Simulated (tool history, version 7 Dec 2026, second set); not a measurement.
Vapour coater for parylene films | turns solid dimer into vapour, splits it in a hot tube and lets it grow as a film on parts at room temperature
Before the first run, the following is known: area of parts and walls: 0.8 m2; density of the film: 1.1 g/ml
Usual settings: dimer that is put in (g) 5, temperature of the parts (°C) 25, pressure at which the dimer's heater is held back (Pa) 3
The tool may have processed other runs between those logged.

run,hour,dimer that is put in (g),temperature of the parts (°C),pressure at which the dimer's heater is held back (Pa),thickness of the film (um)
1,0,5,25,3,4
2,20.3,2,25,3,1.61
3,40.3,2,25,3,1.61
4,60.9,2,25,3,1.6
5,78,2,25,3.37,1.54
6,90.5,2,25,3.37,1.57
7,112.1,5,25,3,3.91
8,130,5,25,3,3.87
9,139.9,5,33,3,3.26
10,156.5,5,33,3,3.24
11,166.6,5,33,3,3.33
12,180,5,33,3,3.26
13,190.7,5,25,3,3.88
14,200.7,5,25,3,3.88
# hour 218.5: trap's valve overhauled
15,219.9,5,18,3,4.9
16,230.6,5,18,3,4.82
17,248.2,5,18,3,4.96
18,259.9,5,18,3,4.81
19,281.6,5,18,3,4.87
20,295.3,5,27,3,4.1
21,305.7,5,27,3,4.05
22,319.9,5,27,3,3.99
23,329.4,5,27,3,4.07
24,343.1,5,27,3,4.01
25,362.1,5,25,3,4.15
26,371.4,5,25,3,4.12
27,380.8,4,33,11.44,2.31
28,393.8,4,33,11.44,2.28
29,408.8,5,26,3.74,3.91
30,422.4,3,26,3,2.44
31,436.5,3,26,3,2.39
32,455.7,3,26,3,2.42
33,477.6,3,25,6.05,2.22
34,489.8,8,25,2.28,6.79
35,500.5,8,21,2.28,7.49
36,522.3,3,22,3,2.65
37,536.4,3,22,3,2.66
38,547.8,3,25,5.05,2.25
39,557,7,27,5.05,5.02
40,568.4,8,25,3.75,6.32
41,584.9,2,25,5.95,1.45
42,604.8,2,19,5.95,1.68
43,613.9,4,17,5.53,3.61
44,626.2,5,20,8.49,3.87
45,642,3,31,8.49,1.83
46,651.3,5,31,4.5,3.37

What would each run have given without the hidden state, its run-to-run variation left as it was?
What the log doesn't record here: vapour lost through the trap's worn valve, %; true temperature of the parts over the reading, C; drift of the gauge itself on film_um, %.
run,thickness of the film (um)
1,4.24
2,1.71
3,1.71
4,1.71
5,1.65
6,1.68
7,4.2
8,4.17
9,3.52
10,3.51
11,3.6
12,3.53
13,4.21
14,4.22
15,4.88
16,4.81
17,4.95
18,4.81
19,4.88
20,4.11
21,4.06
22,4.02
23,4.1
24,4.04
25,4.19
26,4.17
27,2.34
28,2.31
29,3.97
30,2.49
31,2.43
32,2.47
33,2.27
34,6.96
35,7.68
36,2.72
37,2.73
38,2.32
39,5.18
40,6.53
41,1.5
42,1.74
43,3.75
44,4.03
45,1.9
46,3.52
